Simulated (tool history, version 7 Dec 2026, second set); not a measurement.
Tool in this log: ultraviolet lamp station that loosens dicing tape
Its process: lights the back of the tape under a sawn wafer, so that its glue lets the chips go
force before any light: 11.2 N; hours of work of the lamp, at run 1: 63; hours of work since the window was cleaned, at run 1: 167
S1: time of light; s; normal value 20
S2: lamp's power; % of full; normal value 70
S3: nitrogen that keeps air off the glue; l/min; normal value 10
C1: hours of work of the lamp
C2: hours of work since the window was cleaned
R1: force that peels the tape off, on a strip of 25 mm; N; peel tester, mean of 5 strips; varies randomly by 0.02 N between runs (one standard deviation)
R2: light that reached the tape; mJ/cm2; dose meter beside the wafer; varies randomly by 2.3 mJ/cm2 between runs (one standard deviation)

run	hour	S1	S2	S3	C1	C2	R1	R2
1	0	20	70	10	63	167	1.185	189
2	25.4	20	70	12	77	181	1.073	183
3	45	20	70	9	87	192	1.36	187
4	62.9	20	70	9	97	201	1.438	181
5	75.2	20	70	9	104	208	1.398	183
6	96.4	20	70	9	116	220	1.391	183
7	120.6	20	70	9	129	233	1.49	182
8	137.2	27	70	9	138	242	0.758	236
9	163	27	70	9	152	256	0.8	231
10	173.9	20	70	4	158	262	2.673	176
11	190.8	20	70	4	167	271	2.732	177
12	208.5	20	70	4	177	281	2.668	172
13	232.1	20	70	10	190	294	1.398	174
# hour 244.8: window cleaned of glue's vapour
14	255.6	21	61	8	202	6	2.298	148
15	279.4	23	70	6	215	19	1.886	180
16	293.8	36	94	8	223	27	0.273	378
17	320.3	36	94	8	238	41	0.286	368
18	337.1	37	94	5	247	51	0.438	378
19	360.3	37	99	5	260	63	0.403	397
# hour 371.4: window cleaned of glue's vapour, once more
20	384.1	10	85	5	273	7	3.818	116
21	405.9	20	61	11	285	19	1.355	169
22	429.1	20	61	11	297	32	1.392	166
23	446.8	20	78	11	307	41	0.855	212
24	460.2	22	70	13	314	49	0.796	205
25	481.6	13	70	15	326	60	2.041	121

Forecast each of these 4 alternatives for the next run:
A	502.8	26	70	7	338	72	?	?
B	502.8	13	85	4	338	72	?	?
C	502.8	20	65	10	338	72	?	?
D	502.8	22	88	4	338	72	?	?

run	R1	R2
A	0.925	242
B	3.259	146
C	1.381	174
D	1.39	256
With the hidden condition removed and each run's random variation left untouched, the same runs would have given:
run	R1	R2
A	0.718	269
B	2.85	162
C	1.109	193
D	1.114	285

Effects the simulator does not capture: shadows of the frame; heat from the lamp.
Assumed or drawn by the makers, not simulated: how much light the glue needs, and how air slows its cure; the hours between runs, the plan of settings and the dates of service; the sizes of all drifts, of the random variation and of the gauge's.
